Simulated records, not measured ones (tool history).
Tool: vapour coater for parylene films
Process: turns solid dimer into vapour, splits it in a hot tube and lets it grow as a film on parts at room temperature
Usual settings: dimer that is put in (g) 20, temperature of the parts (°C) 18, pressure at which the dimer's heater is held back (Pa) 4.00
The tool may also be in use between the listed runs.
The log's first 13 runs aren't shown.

| run | hour | dimer that is put in (g) | temperature of the parts (°C) | pressure at which the dimer's heater is held back (Pa) | thickness of the film (µm) |
|---|---|---|---|---|---|
| 14 | 371.9 | 20 | 18 | 5.65 | 2.84 |
| 15 | 404.7 | 33 | 18 | 4.00 | 4.79 |
| 16 | 432.7 | 33 | 18 | 4.00 | 4.81 |
| 17 | 462.7 | 20 | 18 | 4.00 | 2.88 |
| 18 | 501.3 | 25 | 11 | 2.83 | 4.90 |
|  | 504.8 | table's thermometer calibrated |
| 19 | 526.6 | 25 | 12 | 3.67 | 4.55 |
| 20 | 565.5 | 20 | 18 | 4.00 | 2.82 |
| 21 | 600.5 | 22 | 17 | 4.00 | 3.22 |
| 22 | 633.0 | 20 | 12 | 4.00 | 3.58 |
|  | 652.0 | table's thermometer calibrated, once more |
| 23 | 652.8 | 20 | 12 | 4.00 | 3.66 |
|  | 661.1 | trap's valve overhauled |
| 24 | 673.8 | 28 | 20 | 4.00 | 4.04 |
| 25 | 707.3 | 18 | 18 | 3.27 | 2.83 |
| 26 | 730.4 | 18 | 18 | 3.27 | 2.82 |
| 27 | 748.3 | 18 | 18 | 3.27 | 2.80 |
| 28 | 775.5 | 20 | 26 | 4.00 | 2.21 |
| 29 | 807.0 | 20 | 26 | 4.00 | 2.22 |
| 30 | 839.6 | 24 | 18 | 8.58 | 3.46 |
| 31 | 860.6 | 35 | 30 | 8.03 | 3.08 |
| 32 | 892.5 | 20 | 25 | 4.87 | 2.26 |
| 33 | 930.3 | 20 | 25 | 4.87 | 2.23 |
| 34 | 949.3 | 17 | 20 | 6.25 | 2.30 |

3 ways to go on from here, each from the tool as it stands after run 34. What would each give?
| A | 974.8 | 28 | 27 | 2.36 | ? |
| B | 974.8 | 25 | 16 | 6.03 | ? |
| C | 974.8 | 12 | 19 | 9.64 | ? |

| run | thickness of the film (µm) |
|---|---|
| A | 3.03 |
| B | 3.98 |
| C | 1.65 |
Without the tool's hidden state the same runs would have given:
| run | thickness of the film (µm) |
|---|---|
| A | 3.22 |
| B | 4.23 |
| C | 1.75 |
